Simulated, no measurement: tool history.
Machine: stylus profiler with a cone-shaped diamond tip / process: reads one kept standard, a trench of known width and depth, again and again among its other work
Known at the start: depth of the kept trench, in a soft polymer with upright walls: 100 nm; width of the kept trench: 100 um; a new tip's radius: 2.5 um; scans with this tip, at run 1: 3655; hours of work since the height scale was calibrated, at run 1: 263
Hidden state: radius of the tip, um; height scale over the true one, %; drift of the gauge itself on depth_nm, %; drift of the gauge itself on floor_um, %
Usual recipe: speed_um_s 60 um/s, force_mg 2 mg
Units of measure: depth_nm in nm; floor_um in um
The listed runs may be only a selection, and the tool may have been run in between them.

run	hour	speed_um_s	force_mg	scans with this tip	hours of work since the height scale was calibrated	depth_nm	floor_um
1	0	60	2	3655	263	101.36	98.22
2	37.9	42	2	4067	293	101.41	98.28
3	82.3	60	4.97	4549	327	102.51	98.19
4	140.2	60	3.95	5177	373	102.12	98.17
# hour 144.1: height scale calibrated on a step standard
5	180.6	60	1.29	5611	29	101.03	98.07
6	242.8	60	2.9	6285	77	101.76	98.16
7	284.6	99	3.47	6739	110	102	98.03
8	338	22	4.54	7319	151	102.39	98.03

For run 9, what comes out?
9	370.8	28	0.93	7675	177	?	?

depth_nm: 100.85 nm
floor_um: 98.06 um
Without the tool's hidden state the same run would have given depth_nm 100.78 nm, floor_um 98.54 um.
